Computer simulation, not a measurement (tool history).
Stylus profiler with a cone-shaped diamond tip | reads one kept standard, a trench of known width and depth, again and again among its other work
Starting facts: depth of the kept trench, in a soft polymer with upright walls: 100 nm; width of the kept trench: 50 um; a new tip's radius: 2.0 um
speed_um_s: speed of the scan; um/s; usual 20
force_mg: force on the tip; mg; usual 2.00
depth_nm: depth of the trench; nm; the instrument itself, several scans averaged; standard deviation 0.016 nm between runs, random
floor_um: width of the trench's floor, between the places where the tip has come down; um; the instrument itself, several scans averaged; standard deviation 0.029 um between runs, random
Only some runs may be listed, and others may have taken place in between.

run 1 day=0.000 | speed_um_s=20 force_mg=2.00 | depth_nm=101.32 floor_um=48.56
run 2 day=1.579 | speed_um_s=20 force_mg=2.00 | depth_nm=101.34 floor_um=48.59
run 3 day=2.979 | speed_um_s=20 force_mg=1.23 | depth_nm=101.01 floor_um=48.57
run 4 day=3.888 | speed_um_s=20 force_mg=1.69 | depth_nm=101.18 floor_um=48.59
run 5 day=5.338 | speed_um_s=20 force_mg=1.69 | depth_nm=101.22 floor_um=48.53
run 6 day=6.158 | speed_um_s=40 force_mg=2.00 | depth_nm=101.33 floor_um=48.45
run 7 day=7.688 | speed_um_s=40 force_mg=1.03 | depth_nm=100.92 floor_um=48.40
run 8 day=8.379 | speed_um_s=20 force_mg=2.00 | depth_nm=101.35 floor_um=48.59
run 9 day=10.004 | speed_um_s=20 force_mg=2.00 | depth_nm=101.36 floor_um=48.57
run 10 day=11.242 | speed_um_s=20 force_mg=2.00 | depth_nm=101.37 floor_um=48.55
run 11 day=12.675 | speed_um_s=20 force_mg=2.00 | depth_nm=101.32 floor_um=48.64
run 12 day=13.571 | speed_um_s=7 force_mg=1.31 | depth_nm=101.04 floor_um=48.64
run 13 day=14.275 | speed_um_s=7 force_mg=1.31 | depth_nm=101.05 floor_um=48.63
run 14 day=14.979 | speed_um_s=25 force_mg=2.00 | depth_nm=101.35 floor_um=48.48
run 15 day=16.192 | speed_um_s=25 force_mg=2.00 | depth_nm=101.38 floor_um=48.50
run 16 day=17.533 | speed_um_s=25 force_mg=2.00 | depth_nm=101.37 floor_um=48.54
run 17 day=18.800 | speed_um_s=15 force_mg=5.54 | depth_nm=102.55 floor_um=48.59
run 18 day=19.762 | speed_um_s=21 force_mg=4.91 | depth_nm=102.37 floor_um=48.59
run 19 day=20.775 | speed_um_s=21 force_mg=3.36 | depth_nm=101.88 floor_um=48.60

What if the next run were any one of these 3? Each begins from the tool's condition after run 19:
run A day=21.529 | speed_um_s=12 force_mg=4.69 | depth_nm=? floor_um=?
run B day=21.529 | speed_um_s=51 force_mg=1.49 | depth_nm=? floor_um=?
run C day=21.529 | speed_um_s=77 force_mg=4.55 | depth_nm=? floor_um=?

run=A depth_nm=102.29 floor_um=48.61
run=B depth_nm=101.15 floor_um=48.36
run=C depth_nm=102.27 floor_um=48.41
With no hidden state in the tool, these same runs would have given:
run=A depth_nm=102.14 floor_um=48.70
run=B depth_nm=101.00 floor_um=48.46
run=C depth_nm=102.12 floor_um=48.51

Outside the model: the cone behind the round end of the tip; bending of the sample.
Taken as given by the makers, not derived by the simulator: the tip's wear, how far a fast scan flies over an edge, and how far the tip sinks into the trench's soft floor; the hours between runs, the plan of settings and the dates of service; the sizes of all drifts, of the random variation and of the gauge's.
